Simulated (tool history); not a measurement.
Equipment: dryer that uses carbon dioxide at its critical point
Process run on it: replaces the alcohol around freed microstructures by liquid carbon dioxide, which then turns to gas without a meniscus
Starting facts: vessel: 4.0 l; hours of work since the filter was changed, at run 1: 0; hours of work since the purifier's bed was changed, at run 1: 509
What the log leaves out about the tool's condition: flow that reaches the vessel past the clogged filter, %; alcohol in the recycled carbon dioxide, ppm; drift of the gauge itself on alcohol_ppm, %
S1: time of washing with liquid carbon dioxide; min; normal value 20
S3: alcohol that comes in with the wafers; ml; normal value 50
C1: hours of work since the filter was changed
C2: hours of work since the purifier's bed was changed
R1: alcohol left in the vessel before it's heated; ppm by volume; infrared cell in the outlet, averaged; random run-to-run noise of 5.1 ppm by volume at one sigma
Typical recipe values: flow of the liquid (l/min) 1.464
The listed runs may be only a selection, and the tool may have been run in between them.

{"run": 1, "hour": 0.0, "S1": 20, "flow of the liquid (l/min)": 1.464, "S3": 50, "C1": 0, "C2": 509, "R1": 153}
{"run": 2, "hour": 23.2, "S1": 20, "flow of the liquid (l/min)": 1.464, "S3": 28, "C1": 14, "C2": 523, "R1": 122}
{"run": 3, "hour": 60.2, "S1": 20, "flow of the liquid (l/min)": 1.464, "S3": 98, "C1": 36, "C2": 545, "R1": 228}
{"run": 4, "hour": 81.4, "S1": 20, "flow of the liquid (l/min)": 1.464, "S3": 98, "C1": 49, "C2": 557, "R1": 220}
{"run": 5, "hour": 126.1, "S1": 20, "flow of the liquid (l/min)": 1.464, "S3": 98, "C1": 76, "C2": 584, "R1": 219}
{"run": 6, "hour": 154.1, "S1": 20, "flow of the liquid (l/min)": 1.464, "S3": 98, "C1": 92, "C2": 601, "R1": 245}
{"run": 7, "hour": 174.3, "S1": 20, "flow of the liquid (l/min)": 1.464, "S3": 98, "C1": 104, "C2": 613, "R1": 243}
{"run": 8, "hour": 193.4, "S1": 13, "flow of the liquid (l/min)": 0.97, "S3": 32, "C1": 116, "C2": 624, "R1": 1058}
{"run": 9, "hour": 227.7, "S1": 22, "flow of the liquid (l/min)": 0.92, "S3": 32, "C1": 136, "C2": 645, "R1": 392}
{"run": 10, "hour": 262.6, "S1": 27, "flow of the liquid (l/min)": 0.92, "S3": 69, "C1": 157, "C2": 666, "R1": 391}
{"run": 11, "hour": 282.3, "S1": 27, "flow of the liquid (l/min)": 0.92, "S3": 69, "C1": 169, "C2": 678, "R1": 410}
{"run": 12, "hour": 316.3, "S1": 13, "flow of the liquid (l/min)": 1.02, "S3": 50, "C1": 189, "C2": 698, "R1": 1512}
{"run": 13, "hour": 361.1, "S1": 13, "flow of the liquid (l/min)": 1.02, "S3": 50, "C1": 216, "C2": 725, "R1": 1568}

Subtracting, for every run, the result it would have given without the tool's unlogged condition from the measured result gives the following. The same run-to-run variation enters both numbers; the gauge's scatter may not:
run=1 R1=+83
run=2 R1=+85
run=3 R1=+101
run=4 R1=+102
run=5 R1=+113
run=6 R1=+122
run=7 R1=+125
run=8 R1=+190
run=9 R1=+152
run=10 R1=+169
run=11 R1=+182
run=12 R1=+324
run=13 R1=+363
